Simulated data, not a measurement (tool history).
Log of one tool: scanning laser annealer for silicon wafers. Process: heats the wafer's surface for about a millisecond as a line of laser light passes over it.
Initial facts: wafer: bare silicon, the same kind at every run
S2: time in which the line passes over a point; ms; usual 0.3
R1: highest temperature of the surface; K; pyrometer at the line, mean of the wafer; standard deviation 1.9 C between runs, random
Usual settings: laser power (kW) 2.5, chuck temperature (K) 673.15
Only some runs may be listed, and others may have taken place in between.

run 1 hour=0 | laser_power_(kW)=2.5 S2=0.3 chuck_temperature_(K)=673.15 | R1=1454.15
run 2 hour=5.2 | laser_power_(kW)=2.5 S2=0.3 chuck_temperature_(K)=653.15 | R1=1431.15
run 3 hour=9.8 | laser_power_(kW)=2.5 S2=0.3 chuck_temperature_(K)=653.15 | R1=1434.15
run 4 hour=15.4 | laser_power_(kW)=2.5 S2=0.3 chuck_temperature_(K)=693.15 | R1=1472.15
run 5 hour=22.7 | laser_power_(kW)=2.5 S2=0.3 chuck_temperature_(K)=693.15 | R1=1474.15
run 6 hour=28.3 | laser_power_(kW)=2.5 S2=0.3 chuck_temperature_(K)=654.15 | R1=1434.15
run 7 hour=36.7 | laser_power_(kW)=2.496 S2=0.3 chuck_temperature_(K)=673.15 | R1=1451.15
run 8 hour=43.3 | laser_power_(kW)=2.373 S2=0.247 chuck_temperature_(K)=667.15 | R1=1340.15
run 9 hour=49.4 | laser_power_(kW)=2.5 S2=0.216 chuck_temperature_(K)=710.15 | R1=1376.15
run 10 hour=53.6 | laser_power_(kW)=2.601 S2=0.352 chuck_temperature_(K)=664.15 | R1=1537.15

What does the tool deliver on the next run?
run 11 hour=60.6 | laser_power_(kW)=2.5 S2=0.3 chuck_temperature_(K)=709.15 | R1=?

{"run 11": {"R1": 1488.15}}
Minus the tool's unlogged condition, the same run would have read R1 1548.15 K.
